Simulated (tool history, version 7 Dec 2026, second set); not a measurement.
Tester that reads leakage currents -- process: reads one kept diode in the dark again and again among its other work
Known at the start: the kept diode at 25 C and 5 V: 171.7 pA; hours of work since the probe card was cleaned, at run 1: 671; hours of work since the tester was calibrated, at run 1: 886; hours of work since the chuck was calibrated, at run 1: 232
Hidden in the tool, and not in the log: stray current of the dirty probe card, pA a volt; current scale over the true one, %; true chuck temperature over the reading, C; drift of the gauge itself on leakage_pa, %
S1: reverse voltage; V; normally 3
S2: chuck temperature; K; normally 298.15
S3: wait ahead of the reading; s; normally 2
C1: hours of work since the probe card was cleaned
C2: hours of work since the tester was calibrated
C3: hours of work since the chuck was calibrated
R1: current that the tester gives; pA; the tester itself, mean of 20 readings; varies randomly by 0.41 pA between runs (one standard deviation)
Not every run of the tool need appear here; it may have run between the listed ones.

| run | day | S1 | S2 | S3 | C1 | C2 | C3 | R1 |
|---|---|---|---|---|---|---|---|---|
| 1 | 0 | 3 | 298.15 | 2 | 671 | 886 | 232 | 129.97 |
| 2 | 1.471 | 1.83 | 298.15 | 2 | 697 | 912 | 258 | 101.46 |
| 3 | 3.258 | 1.83 | 298.15 | 2 | 728 | 943 | 289 | 101.1 |
| 4 | 4.388 | 3 | 298.15 | 2 | 748 | 962 | 309 | 127.66 |
| 5 | 6.371 | 11.88 | 298.15 | 2 | 782 | 997 | 343 | 246.57 |
| 6 | 8.329 | 3 | 298.15 | 2 | 817 | 1031 | 378 | 125.6 |
| 7 | 10.083 | 8.75 | 305.15 | 2 | 847 | 1062 | 408 | 374.73 |
|  | 10.392 | probe card cleaned and baked |
| 8 | 11.933 | 3 | 319.15 | 2.81 | 27 | 1092 | 438 | 655.78 |
| 9 | 13.825 | 2.69 | 319.15 | 2.81 | 60 | 1125 | 471 | 616.82 |
| 10 | 15.279 | 2.14 | 298.15 | 2 | 85 | 1150 | 497 | 104.94 |
| 11 | 17.288 | 10.1 | 322.15 | 5.64 | 120 | 1185 | 532 | 1443.45 |
| 12 | 18.65 | 6.27 | 330.15 | 2.72 | 144 | 1209 | 555 | 2011.09 |

Pick out some run-to-run changes in R1. Of each, how much would a tool without hidden state show as well, from the settings, what came in and chance, and how much is left for the hidden state and any gauge scatter not in both results compared?
Run 10 -> 11: S1 2.14 -> 10.1, S2 298.15 -> 322.15, S3 2 -> 5.64. R1 +1338.51 pA: hidden state -133.91, all else +1472.42.
